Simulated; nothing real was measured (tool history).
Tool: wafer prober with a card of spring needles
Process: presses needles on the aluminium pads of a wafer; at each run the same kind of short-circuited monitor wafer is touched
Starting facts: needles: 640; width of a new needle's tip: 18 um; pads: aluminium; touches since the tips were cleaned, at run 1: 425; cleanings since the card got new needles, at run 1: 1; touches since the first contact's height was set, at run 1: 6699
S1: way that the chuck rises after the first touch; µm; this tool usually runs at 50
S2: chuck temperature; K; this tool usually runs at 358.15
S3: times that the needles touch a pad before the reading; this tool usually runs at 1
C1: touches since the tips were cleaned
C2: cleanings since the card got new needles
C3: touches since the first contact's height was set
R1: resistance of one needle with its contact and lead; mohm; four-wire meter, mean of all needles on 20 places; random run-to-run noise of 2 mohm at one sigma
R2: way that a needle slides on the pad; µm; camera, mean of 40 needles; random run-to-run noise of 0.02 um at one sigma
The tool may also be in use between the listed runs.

run,hour,S1,S2,S3,C1,C2,C3,R1,R2
1,0,50,358.15,1,425,1,6699,210,12.24
# hour 19.9: tips cleaned on abrasive film
2,32.6,50,358.15,1,3184,2,14877,213,12.25
# hour 42.8: tips cleaned on abrasive film
3,59.8,50,358.15,1,4295,3,21716,212,12.28
# hour 65.4: tips cleaned on abrasive film
# hour 87.5: tips cleaned on abrasive film
4,99.6,50,358.15,2,3045,5,31680,213,12.25
# hour 108.9: tips cleaned on abrasive film
5,124.7,50,358.15,1,3970,6,37956,209,12.23
# hour 130.4: tips cleaned on abrasive film
6,145.7,50,358.15,1,3855,7,43230,209,12.26
# hour 151.9: tips cleaned on abrasive film
# hour 173.5: tips cleaned on abrasive film
7,186.4,50,358.15,1,3250,9,53428,210,12.23
# hour 193.7: tips cleaned on abrasive film
# hour 214.6: tips cleaned on abrasive film
8,215.3,50,358.15,1,171,11,60657,209,12.19
# hour 236.6: tips cleaned on abrasive film
9,253.4,50,358.15,1,4227,12,70218,213,12.21
# hour 258.2: tips cleaned on abrasive film
# hour 258.5: height of the first contact set anew
# hour 280.4: tips cleaned on abrasive film
10,296.3,50,358.15,2,4012,14,9485,209,12.2
# hour 302.6: tips cleaned on abrasive film
11,316.6,42,321.15,1,3515,15,14555,207,10.24
# hour 323.3: tips cleaned on abrasive film
# hour 344.9: tips cleaned on abrasive film
12,348.8,49,334.15,1,1000,17,22628,205,11.91
# hour 367.4: tips cleaned on abrasive film
13,380.4,49,357.15,1,3273,18,30548,211,11.93
# hour 388.2: tips cleaned on abrasive film
# hour 410.8: tips cleaned on abrasive film
14,410.8,32,361.15,2,0,20,38155,221,7.76
# hour 431.3: tips cleaned on abrasive film
15,449.9,50,301.15,1,4683,21,47977,197,12.15
# hour 452.6: tips cleaned on abrasive film
16,471.5,46,305.15,1,4766,22,53391,198,11.17
# hour 474.8: tips cleaned on abrasive film
# hour 497.4: tips cleaned on abrasive film
17,510.3,46,305.15,1,3237,24,63092,199,11.17
# hour 518.1: tips cleaned on abrasive film
# hour 539.9: tips cleaned on abrasive film
18,540.3,46,302.15,2,100,26,70610,196,11.13

The next listed run, before its measurement:
# hour 543.8: height of the first contact set anew
19,558.5,32,334.15,1,4607,26,3710,?,?

{"run 19": {"R1": 219, "R2": 7.75}}
Had the tool carried no hidden state, the very same run would have given R1 218 mohm, R2 7.84 µm.
